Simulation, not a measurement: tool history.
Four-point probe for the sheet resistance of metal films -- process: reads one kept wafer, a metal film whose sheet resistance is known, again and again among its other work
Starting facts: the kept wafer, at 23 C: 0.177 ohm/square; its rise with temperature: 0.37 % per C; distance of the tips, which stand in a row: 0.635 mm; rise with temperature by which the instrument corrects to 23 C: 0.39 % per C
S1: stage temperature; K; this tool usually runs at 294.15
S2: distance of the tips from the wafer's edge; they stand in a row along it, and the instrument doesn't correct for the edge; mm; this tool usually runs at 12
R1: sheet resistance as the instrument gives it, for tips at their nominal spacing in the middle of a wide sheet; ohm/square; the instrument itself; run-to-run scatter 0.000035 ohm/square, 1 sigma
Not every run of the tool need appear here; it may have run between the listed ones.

{"run": 1, "hour": 0.0, "S1": 294.15, "S2": 12, "R1": 0.177994}
{"run": 2, "hour": 31.9, "S1": 294.15, "S2": 4, "R1": 0.180159}
{"run": 3, "hour": 91.3, "S1": 294.15, "S2": 12, "R1": 0.178113}
{"run": 4, "hour": 123.4, "S1": 294.15, "S2": 12, "R1": 0.178087}
{"run": 5, "hour": 175.1, "S1": 294.15, "S2": 12, "R1": 0.178206}
{"run": 6, "hour": 241.8, "S1": 294.15, "S2": 12, "R1": 0.178186}
{"run": 7, "hour": 283.7, "S1": 294.15, "S2": 12, "R1": 0.178284}
{"run": 8, "hour": 344.1, "S1": 294.15, "S2": 47, "R1": 0.17801}
{"run": 9, "hour": 402.3, "S1": 294.15, "S2": 47, "R1": 0.178087}
{"run": 10, "hour": 455.8, "S1": 294.15, "S2": 47, "R1": 0.178093}
{"run": 11, "hour": 526.1, "S1": 294.15, "S2": 47, "R1": 0.178125}
{"run": 12, "hour": 589.2, "S1": 294.15, "S2": 47, "R1": 0.178164}
{"run": 13, "hour": 638.1, "S1": 295.15, "S2": 6, "R1": 0.179263}
{"run": 14, "hour": 680.2, "S1": 292.15, "S2": 6, "R1": 0.179336}
{"hour": 744.5, "done": "new probe head fitted"}
{"run": 15, "hour": 753.5, "S1": 292.15, "S2": 6, "R1": 0.177994}
{"run": 16, "hour": 825.0, "S1": 292.15, "S2": 6, "R1": 0.178078}
{"run": 17, "hour": 858.5, "S1": 292.15, "S2": 6, "R1": 0.178108}
{"run": 18, "hour": 908.5, "S1": 304.15, "S2": 10, "R1": 0.177213}
{"run": 19, "hour": 969.4, "S1": 294.15, "S2": 41, "R1": 0.177065}
{"run": 20, "hour": 1002.0, "S1": 291.15, "S2": 12, "R1": 0.177361}
{"run": 21, "hour": 1059.9, "S1": 305.15, "S2": 34, "R1": 0.176851}
{"run": 22, "hour": 1096.5, "S1": 305.15, "S2": 54, "R1": 0.176887}

Pick out some run-to-run changes in R1. Of each, how much would a tool without hidden state show as well, from the settings, what came in and chance, and how much is left for the hidden state and any gauge scatter not in both results compared?
Hidden state at play: inner tips' distance over the nominal, %; tips' flats over new ones', %; wafer's true temperature over the reading, C; drift of the gauge itself on sheet_ohm, %.
Run 1 -> 2: S2 12 -> 4. R1 +0.002165 ohm/square: hidden state +0.000029, all else +0.002136.
Run 2 -> 3: S2 4 -> 12. R1 -0.002046 ohm/square: hidden state +0.000028, all else -0.002074.
Run 10 -> 11: no setting touched and nothing written in the log between the runs. R1 +0.000032 ohm/square: hidden state +0.000046, all else -0.000014.
Run 14 -> 15: new probe head fitted. R1 -0.001342 ohm/square: hidden state -0.001299, all else -0.000043.
